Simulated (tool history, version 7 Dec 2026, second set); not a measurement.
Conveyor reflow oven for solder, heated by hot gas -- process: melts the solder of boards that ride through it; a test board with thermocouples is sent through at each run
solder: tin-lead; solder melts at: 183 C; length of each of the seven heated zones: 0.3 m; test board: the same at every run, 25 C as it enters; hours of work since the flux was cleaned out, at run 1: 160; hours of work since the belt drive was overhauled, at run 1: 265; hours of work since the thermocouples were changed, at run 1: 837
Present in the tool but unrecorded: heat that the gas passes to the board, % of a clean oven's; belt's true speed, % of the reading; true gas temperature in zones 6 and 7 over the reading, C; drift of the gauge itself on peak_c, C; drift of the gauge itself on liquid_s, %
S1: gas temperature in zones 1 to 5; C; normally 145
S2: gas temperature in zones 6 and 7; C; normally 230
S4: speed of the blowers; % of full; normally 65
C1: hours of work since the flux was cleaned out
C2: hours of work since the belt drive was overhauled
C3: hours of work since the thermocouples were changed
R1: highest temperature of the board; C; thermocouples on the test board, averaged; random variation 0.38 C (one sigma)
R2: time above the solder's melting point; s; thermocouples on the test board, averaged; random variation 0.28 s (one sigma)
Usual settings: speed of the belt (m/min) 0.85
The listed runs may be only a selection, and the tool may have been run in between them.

run 1 hour=0 | S1=145 S2=230 speed_of_the_belt_(m/min)=0.85 S4=65 | C1=160 C2=265 C3=837 | R1=205 R2=25.8
run 2 hour=33.5 | S1=145 S2=230 speed_of_the_belt_(m/min)=0.85 S4=65 | C1=182 C2=287 C3=859 | R1=206 R2=26.6
run 3 hour=71.8 | S1=145 S2=230 speed_of_the_belt_(m/min)=0.738 S4=65 | C1=207 C2=312 C3=884 | R1=209.2 R2=34.1
run 4 hour=93.6 | S1=145 S2=233 speed_of_the_belt_(m/min)=0.85 S4=65 | C1=221 C2=326 C3=898 | R1=208.2 R2=27.8
-- hour=105.3 flux residue cleaned out of gas plates and filters
run 5 hour=117.5 | S1=145 S2=233 speed_of_the_belt_(m/min)=0.85 S4=65 | C1=8 C2=338 C3=910 | R1=209.8 R2=28.5
run 6 hour=155.9 | S1=145 S2=233 speed_of_the_belt_(m/min)=0.85 S4=65 | C1=33 C2=363 C3=936 | R1=210.3 R2=28.9
-- hour=180.4 thermocouples of zones 6 and 7 changed
run 7 hour=187.1 | S1=145 S2=233 speed_of_the_belt_(m/min)=0.85 S4=65 | C1=52 C2=382 C3=4 | R1=210.3 R2=29.5
run 8 hour=224.6 | S1=145 S2=231 speed_of_the_belt_(m/min)=0.85 S4=65 | C1=77 C2=407 C3=29 | R1=208.5 R2=28.4
run 9 hour=255.4 | S1=145 S2=231 speed_of_the_belt_(m/min)=0.85 S4=65 | C1=97 C2=427 C3=49 | R1=209.1 R2=28.1
run 10 hour=274.4 | S1=145 S2=231 speed_of_the_belt_(m/min)=0.85 S4=65 | C1=109 C2=439 C3=61 | R1=208 R2=28.1
run 11 hour=311.5 | S1=145 S2=230 speed_of_the_belt_(m/min)=0.85 S4=71 | C1=133 C2=464 C3=86 | R1=208.6 R2=28.1
run 12 hour=347.4 | S1=145 S2=230 speed_of_the_belt_(m/min)=0.85 S4=71 | C1=157 C2=487 C3=109 | R1=208.5 R2=28.2
run 13 hour=383.2 | S1=145 S2=230 speed_of_the_belt_(m/min)=0.85 S4=51 | C1=180 C2=510 C3=132 | R1=202.8 R2=23.2
run 14 hour=417.2 | S1=145 S2=230 speed_of_the_belt_(m/min)=0.85 S4=51 | C1=202 C2=533 C3=155 | R1=202.2 R2=23.4
run 15 hour=440 | S1=145 S2=230 speed_of_the_belt_(m/min)=0.85 S4=51 | C1=217 C2=547 C3=170 | R1=203 R2=23.6
-- hour=445.8 belt drive overhauled, speed set with a stopwatch
-- hour=460.9 flux residue cleaned out of gas plates and filters
run 16 hour=473.3 | S1=145 S2=230 speed_of_the_belt_(m/min)=0.85 S4=51 | C1=8 C2=15 C3=185 | R1=204.5 R2=25
run 17 hour=511.3 | S1=142 S2=238 speed_of_the_belt_(m/min)=0.971 S4=61 | C1=33 C2=40 C3=210 | R1=207.7 R2=22.4
run 18 hour=548.3 | S1=142 S2=238 speed_of_the_belt_(m/min)=0.971 S4=61 | C1=57 C2=64 C3=234 | R1=206.2 R2=22.8
run 19 hour=566.5 | S1=142 S2=238 speed_of_the_belt_(m/min)=0.971 S4=61 | C1=69 C2=76 C3=246 | R1=206.2 R2=22.4
run 20 hour=590.5 | S1=145 S2=242 speed_of_the_belt_(m/min)=0.85 S4=82 | C1=85 C2=91 C3=262 | R1=220.9 R2=34.9
run 21 hour=627.9 | S1=145 S2=226 speed_of_the_belt_(m/min)=0.714 S4=65 | C1=109 C2=116 C3=286 | R1=209.7 R2=35.3
-- hour=652.5 belt drive overhauled, speed set with a stopwatch, once more
run 22 hour=660.5 | S1=145 S2=241 speed_of_the_belt_(m/min)=0.937 S4=65 | C1=128 C2=5 C3=305 | R1=210.9 R2=25.9
run 23 hour=683.1 | S1=145 S2=241 speed_of_the_belt_(m/min)=0.937 S4=65 | C1=143 C2=20 C3=320 | R1=211.6 R2=25.6
run 24 hour=701.1 | S1=145 S2=241 speed_of_the_belt_(m/min)=0.937 S4=65 | C1=154 C2=32 C3=332 | R1=210.3 R2=26.1
run 25 hour=732 | S1=145 S2=241 speed_of_the_belt_(m/min)=0.937 S4=65 | C1=174 C2=52 C3=352 | R1=210.3 R2=25.7
run 26 hour=751.5 | S1=141 S2=232 speed_of_the_belt_(m/min)=0.824 S4=65 | C1=187 C2=65 C3=364 | R1=207.6 R2=27.3
run 27 hour=769.2 | S1=145 S2=230 speed_of_the_belt_(m/min)=0.85 S4=65 | C1=199 C2=76 C3=376 | R1=205.9 R2=25.4
run 28 hour=798.8 | S1=133 S2=230 speed_of_the_belt_(m/min)=0.8 S4=65 | C1=218 C2=96 C3=395 | R1=204.9 R2=24.8

3 ways to go on from here, each from the tool as it stands after run 28. What would each give?
-- hour=815.8 flux residue cleaned out of gas plates and filters
run A hour=824.8 | S1=151 S2=240 speed_of_the_belt_(m/min)=0.782 S4=65 | C1=6 C2=109 C3=409 | R1=? R2=?
-- hour=815.8 flux residue cleaned out of gas plates and filters
run B hour=824.8 | S1=145 S2=230 speed_of_the_belt_(m/min)=0.891 S4=56 | C1=6 C2=109 C3=409 | R1=? R2=?
-- hour=815.8 flux residue cleaned out of gas plates and filters
run C hour=824.8 | S1=145 S2=234 speed_of_the_belt_(m/min)=0.85 S4=58 | C1=6 C2=109 C3=409 | R1=? R2=?

run=A R1=220.1 R2=38.1
run=B R1=203 R2=23.1
run=C R1=209 R2=27.4
What these runs would have given with no unlogged condition in the tool:
run=A R1=220.9 R2=38.5
run=B R1=203.8 R2=23.7
run=C R1=209.8 R2=27.9
